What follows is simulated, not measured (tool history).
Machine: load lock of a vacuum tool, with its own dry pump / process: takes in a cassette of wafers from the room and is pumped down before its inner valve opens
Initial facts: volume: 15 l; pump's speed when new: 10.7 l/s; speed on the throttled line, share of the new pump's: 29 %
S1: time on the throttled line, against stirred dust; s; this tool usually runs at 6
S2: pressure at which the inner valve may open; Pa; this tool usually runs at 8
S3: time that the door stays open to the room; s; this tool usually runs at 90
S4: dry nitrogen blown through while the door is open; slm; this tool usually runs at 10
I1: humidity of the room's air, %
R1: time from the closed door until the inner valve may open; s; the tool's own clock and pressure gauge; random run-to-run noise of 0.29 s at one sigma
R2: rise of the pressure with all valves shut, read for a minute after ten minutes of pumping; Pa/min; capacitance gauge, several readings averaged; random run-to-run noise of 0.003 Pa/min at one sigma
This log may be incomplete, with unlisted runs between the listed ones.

| run | day | S1 | S2 | S3 | S4 | I1 | R1 | R2 |
|---|---|---|---|---|---|---|---|---|
| 1 | 0 | 6 | 8 | 90 | 10 | 45.1 | 17.7 | 0.053 |
| 2 | 13.792 | 6 | 8 | 90 | 10 | 43.2 | 17.9 | 0.052 |
| 3 | 26.346 | 6 | 8 | 90 | 10 | 46.4 | 18.3 | 0.06 |
| 4 | 40.821 | 6 | 8 | 90 | 10 | 43.4 | 17.8 | 0.057 |
| 5 | 47.783 | 6 | 8 | 90 | 10 | 44 | 18.2 | 0.058 |
| 6 | 60.367 | 6 | 8 | 90 | 10 | 45 | 17.5 | 0.06 |
| 7 | 71.017 | 6 | 8 | 90 | 10 | 45.5 | 18 | 0.063 |
| 8 | 83.854 | 6 | 8 | 90 | 10 | 45.6 | 17.9 | 0.073 |
| 9 | 90.6 | 6 | 8 | 26 | 10 | 44.7 | 17.9 | 0.049 |
| 10 | 97.508 | 6 | 8 | 26 | 10 | 46.9 | 17.6 | 0.051 |
| 11 | 109.383 | 6 | 8 | 90 | 10 | 45.7 | 18.4 | 0.065 |
| 12 | 124.054 | 6 | 8 | 90 | 10 | 43.4 | 18.7 | 0.079 |
| 13 | 133.821 | 6 | 8 | 90 | 10 | 46.6 | 18.5 | 0.071 |

Run 14 has not been measured yet. What should we expect?
| 14 | 145.375 | 5 | 8 | 31 | 28 | 44 | ? | ? |

Run 14 gave R1 17.8 s, R2 0.059 Pa/min.
On a tool with no hidden condition, and with the same random variation, this run would have come out at R1 16.8 s, R2 0.032 Pa/min.
